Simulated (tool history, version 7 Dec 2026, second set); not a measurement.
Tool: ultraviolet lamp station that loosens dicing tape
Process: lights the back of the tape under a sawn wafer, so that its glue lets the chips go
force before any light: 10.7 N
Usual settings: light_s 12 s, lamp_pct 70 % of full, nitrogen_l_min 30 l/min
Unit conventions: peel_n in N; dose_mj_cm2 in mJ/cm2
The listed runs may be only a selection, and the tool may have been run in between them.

run    hour  light_s  lamp_pct  nitrogen_l_min  peel_n  dose_mj_cm2
  1       0       12        70              30   2.199          240
  2    52.6       12        76              30   2.037          256
  3    79.9       12        76              30   2.069          247
  4   106.9        8        76              30   3.616          167
  5   137.6        8        76              30   3.618          162
  6   188.9        8        76              30   3.772          160
  7   231.3       12        70              30    2.58          211
  8   257.9       10        70              30   3.298          179
  9     301       10        76              30   2.998          194
 10   337.7       10        76              30   3.183          190
 11     372       10        76              30   3.197          183
 12     417       12        99              30   1.652          280
 13   440.4       12        99              30   1.749          280
 14   473.3       12        99              30   1.798          278
 15   499.2       15        70              30   2.724          207
 16     546       15        70              30   2.854          199
 17   569.1       15        70              30   2.909          191
 18   595.5       15        70              30   2.889          194
 19   638.5       15        70              30   3.126          187
 20   671.3       15        70              30   3.076          185
 21   719.3       15        70              30   3.278          179
 22   744.5       15        70              30   1.728          277
 23   784.7       15        74              11   3.155          284
 24     818       12        70              30   2.534          211
 25   851.4       12        70              30   2.643          213
 26   892.3       14        73              59   0.611          351
 27   931.6        7       100              26   2.454          236
 28   959.3        7       100              15   3.374          233
 29   985.9        7       100              15   3.471          229
 30  1041.9        7       100              15   3.613          225
 31  1097.2        7       100              15     3.7          215
 32  1153.3        7        93              13   4.133          198
 33  1189.6        7        93              13   4.455          194
 34  1228.4        7        93              13   4.442          187
 35  1265.8        7        93              13   4.539          192
 36  1310.4       17        74              17   1.718          355
 37  1335.3       23        70              30   0.587          448
 38  1378.4       23        70              30   0.376          538
 39  1420.2       23        70              30   0.395          526
 40  1444.8        7        63              47    3.64          141
 41  1474.7        9        84              30   2.081          239
 42  1526.2       19        66              30   0.849          395
 43  1557.9       16        66              25   1.497          323

Not shown here: 4 entries made in the log between runs. Locate each between two listed runs and compare the hidden state at the listed run before it with the hidden state at the listed run after it:
Run 14 -> run 15: window cleaned of glue's vapour (hour 488.9)
  lamp's light, % of a new lamp's: 76.1 -> 75.8; light that the window lets through, % of a clean one's: 83.1 -> 71.2
  difference, measured minus the result without the unlogged condition, peel_n: +1.126 -> +1.834 N; dose_mj_cm2: -159 -> -176 mJ/cm2
Run 21 -> run 22: window cleaned of glue's vapour, once more (hour 743.7)
  lamp's light, % of a new lamp's: 73.5 -> 73.2; light that the window lets through, % of a clean one's: 64.2 -> 99.8
  difference, measured minus the result without the unlogged condition, peel_n: +2.372 -> +0.822 N; dose_mj_cm2: -200 -> -102 mJ/cm2
Run 25 -> run 26: lamp changed (hour 861.3)
  lamp's light, % of a new lamp's: 72.1 -> 99.1; light that the window lets through, % of a clean one's: 96.6 -> 95.4
  difference, measured minus the result without the unlogged condition, peel_n: +1.183 -> +0.086 N; dose_mj_cm2: -92 -> -20 mJ/cm2
Run 37 -> run 38: window cleaned of glue's vapour (hour 1344.2)
  lamp's light, % of a new lamp's: 94.4 -> 94; light that the window lets through, % of a clean one's: 81.9 -> 98.3
  difference, measured minus the result without the unlogged condition, peel_n: +0.306 -> +0.078 N; dose_mj_cm2: -132 -> -44 mJ/cm2
